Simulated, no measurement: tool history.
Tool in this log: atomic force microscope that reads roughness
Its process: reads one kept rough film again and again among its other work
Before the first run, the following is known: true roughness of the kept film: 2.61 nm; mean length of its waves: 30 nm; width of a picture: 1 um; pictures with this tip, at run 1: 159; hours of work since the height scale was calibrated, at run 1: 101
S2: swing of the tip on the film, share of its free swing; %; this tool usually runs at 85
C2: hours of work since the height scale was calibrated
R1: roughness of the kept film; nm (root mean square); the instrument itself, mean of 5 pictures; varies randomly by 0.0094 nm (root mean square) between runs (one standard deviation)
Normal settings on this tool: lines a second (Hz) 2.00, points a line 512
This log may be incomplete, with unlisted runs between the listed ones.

Run 1, hour 0.0: usual settings; pictures with this tip 159; C2 101. Result: R1 1.984 nm (root mean square).
Run 2, hour 5.9: usual settings; pictures with this tip 170; C2 105. Result: R1 1.971 nm (root mean square).
Run 3, hour 10.8: usual settings but lines a second (Hz) 2.28; pictures with this tip 179; C2 109. Result: R1 1.937 nm (root mean square).
Run 4, hour 18.7: usual settings but lines a second (Hz) 2.28; pictures with this tip 193; C2 114. Result: R1 1.891 nm (root mean square).
Run 5, hour 23.1: usual settings but lines a second (Hz) 2.28; pictures with this tip 201; C2 117. Result: R1 1.921 nm (root mean square).
Run 6, hour 30.5: usual settings but lines a second (Hz) 2.28; pictures with this tip 214; C2 122. Result: R1 1.888 nm (root mean square).
Run 7, hour 37.6: usual settings; pictures with this tip 227; C2 127. Result: R1 1.917 nm (root mean square).
Run 8, hour 46.3: usual settings; pictures with this tip 242; C2 133. Result: R1 1.895 nm (root mean square).
Run 9, hour 51.6: usual settings but lines a second (Hz) 1.78; pictures with this tip 252; C2 137. Result: R1 1.932 nm (root mean square).
At hour 57.9: new tip fitted.
Run 10, hour 62.1: usual settings but lines a second (Hz) 1.78; pictures with this tip 8; C2 144. Result: R1 2.170 nm (root mean square).
Run 11, hour 67.4: usual settings; pictures with this tip 18; C2 148. Result: R1 2.109 nm (root mean square).
Run 12, hour 75.1: usual settings but lines a second (Hz) 2.35; pictures with this tip 31; C2 153. Result: R1 2.046 nm (root mean square).
At hour 76.6: height scale calibrated on a step standard.
Run 13, hour 83.7: usual settings but lines a second (Hz) 1.54, S2 72 %, points a line 1014; pictures with this tip 45; C2 5. Result: R1 2.287 nm (root mean square).
Run 14, hour 91.0: usual settings but lines a second (Hz) 1.54, S2 72 %, points a line 1014; pictures with this tip 58; C2 10. Result: R1 2.257 nm (root mean square).
Run 15, hour 98.3: usual settings but lines a second (Hz) 1.54, S2 72 %, points a line 1014; pictures with this tip 71; C2 15. Result: R1 2.225 nm (root mean square).
Run 16, hour 102.8: usual settings but S2 61 %, points a line 601; pictures with this tip 80; C2 18. Result: R1 2.268 nm (root mean square).
Run 17, hour 112.0: usual settings but lines a second (Hz) 2.54, S2 81 %, points a line 354; pictures with this tip 96; C2 25. Result: R1 2.003 nm (root mean square).
Run 18, hour 116.7: usual settings but lines a second (Hz) 2.46, S2 80 %, points a line 308; pictures with this tip 105; C2 28. Result: R1 2.012 nm (root mean square).
Run 19, hour 127.1: usual settings but lines a second (Hz) 2.46, S2 59 %, points a line 292; pictures with this tip 123; C2 35. Result: R1 2.186 nm (root mean square).
Run 20, hour 132.5: usual settings but lines a second (Hz) 0.65, points a line 431; pictures with this tip 133; C2 39. Result: R1 2.182 nm (root mean square).
At hour 136.4: height scale calibrated on a step standard, once more.
Run 21, hour 142.2: usual settings but S2 89 %, points a line 379; pictures with this tip 149; C2 4. Result: R1 1.927 nm (root mean square).
Run 22, hour 147.0: usual settings but lines a second (Hz) 2.07, S2 89 %, points a line 725; pictures with this tip 158; C2 7. Result: R1 1.912 nm (root mean square).
Run 23, hour 153.7: usual settings but lines a second (Hz) 2.07, S2 89 %, points a line 725; pictures with this tip 170; C2 12. Result: R1 1.902 nm (root mean square).
Run 24, hour 164.0: usual settings but lines a second (Hz) 2.07, S2 89 %, points a line 605; pictures with this tip 188; C2 19. Result: R1 1.896 nm (root mean square).

Branching from run 24: 5 alternative next runs. What would each branch give?
Run A, hour 173.5: usual settings but lines a second (Hz) 2.07, S2 62 %, points a line 605; pictures with this tip 205; C2 26. Result: R1 ?.
Run B, hour 173.5: usual settings but lines a second (Hz) 2.04, S2 72 %, points a line 428; pictures with this tip 205; C2 26. Result: R1 ?.
Run C, hour 173.5: usual settings but lines a second (Hz) 1.82; pictures with this tip 205; C2 26. Result: R1 ?.
Run D, hour 173.5: usual settings but lines a second (Hz) 0.59, S2 70 %, points a line 590; pictures with this tip 205; C2 26. Result: R1 ?.
Run E, hour 173.5: usual settings but lines a second (Hz) 1.51, S2 57 %, points a line 262; pictures with this tip 205; C2 26. Result: R1 ?.

run     R1
  A  2.139
  B  2.045
  C  1.954
  D  2.174
  E  2.149
Take away the tool's hidden state, keep each run's random variation, and the runs would have read:
run     R1
  A  2.368
  B  2.264
  C  2.163
  D  2.407
  E  2.380
